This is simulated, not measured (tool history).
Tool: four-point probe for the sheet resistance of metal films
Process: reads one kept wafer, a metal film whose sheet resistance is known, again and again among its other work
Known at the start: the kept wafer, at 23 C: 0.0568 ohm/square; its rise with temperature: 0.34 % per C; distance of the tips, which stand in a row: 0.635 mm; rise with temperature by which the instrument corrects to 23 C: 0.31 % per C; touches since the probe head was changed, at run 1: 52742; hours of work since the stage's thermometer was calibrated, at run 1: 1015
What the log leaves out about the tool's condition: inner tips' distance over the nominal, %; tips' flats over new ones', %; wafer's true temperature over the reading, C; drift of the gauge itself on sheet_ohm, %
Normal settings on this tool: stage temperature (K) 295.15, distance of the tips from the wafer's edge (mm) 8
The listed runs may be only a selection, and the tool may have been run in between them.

| run | hour | stage temperature (K) | distance of the tips from the wafer's edge (mm) | touches since the probe head was changed | hours of work since the stage's thermometer was calibrated | sheet resistance as the instrument gives it (ohm/square) |
|---|---|---|---|---|---|---|
| 1 | 0 | 295.15 | 8 | 52742 | 1015 | 0.056346 |
| 2 | 62.8 | 295.15 | 8 | 55932 | 1054 | 0.056346 |
| 3 | 104.2 | 295.15 | 8 | 58036 | 1080 | 0.056322 |
| 4 | 156 | 295.15 | 8 | 60668 | 1113 | 0.056317 |
| 5 | 198.6 | 295.15 | 8 | 62835 | 1140 | 0.056329 |
| 6 | 231.4 | 298.15 | 8 | 64503 | 1160 | 0.056385 |
| 7 | 274.5 | 298.15 | 8 | 66690 | 1188 | 0.056375 |
| 8 | 329.3 | 297.15 | 8 | 69477 | 1222 | 0.056345 |
| 9 | 381.3 | 297.15 | 8 | 72122 | 1255 | 0.056326 |
| 10 | 432.6 | 297.15 | 39 | 74727 | 1287 | 0.056143 |
| 11 | 462 | 297.15 | 18 | 76219 | 1306 | 0.056179 |
| 12 | 522.9 | 297.15 | 18 | 79314 | 1344 | 0.056161 |
| 13 | 563.9 | 297.15 | 18 | 81400 | 1370 | 0.056154 |
| 14 | 618.5 | 297.15 | 18 | 84176 | 1405 | 0.056175 |
| 15 | 654.2 | 295.15 | 8 | 85987 | 1427 | 0.056262 |
| 16 | 698.6 | 304.15 | 8 | 88246 | 1455 | 0.056417 |
| 17 | 738 | 304.15 | 8 | 90247 | 1480 | 0.056413 |
| 18 | 778 | 295.15 | 4 | 92280 | 1505 | 0.056823 |
| 19 | 829.4 | 295.15 | 4 | 94893 | 1537 | 0.056825 |
| 20 | 860.5 | 295.15 | 4 | 96475 | 1557 | 0.056813 |
| 21 | 918.7 | 305.15 | 9 | 99428 | 1594 | 0.056371 |
|  | 923.6 | stage's thermometer calibrated |
| 22 | 976 | 303.15 | 32 | 102315 | 33 | 0.056159 |
| 23 | 1038.6 | 303.15 | 32 | 105499 | 72 | 0.056132 |
| 24 | 1106.3 | 291.15 | 8 | 108938 | 115 | 0.056083 |
| 25 | 1134.9 | 296.15 | 43 | 110395 | 133 | 0.056001 |
| 26 | 1179 | 296.15 | 43 | 112636 | 161 | 0.056003 |
| 27 | 1230 | 296.15 | 43 | 115223 | 193 | 0.056001 |
|  | 1241.7 | stage's thermometer calibrated, once more |
| 28 | 1262.5 | 302.15 | 11 | 116854 | 13 | 0.056297 |
| 29 | 1302 | 298.15 | 6 | 118857 | 38 | 0.056449 |

Expected results for the next run?
| 30 | 1340.5 | 299.15 | 53 | 120814 | 62 | ? |

sheet resistance as the instrument gives it (ohm/square): 0.056141
The same run, on a tool lacking any hidden state, would have yielded sheet resistance as the instrument gives it (ohm/square) 0.056853.
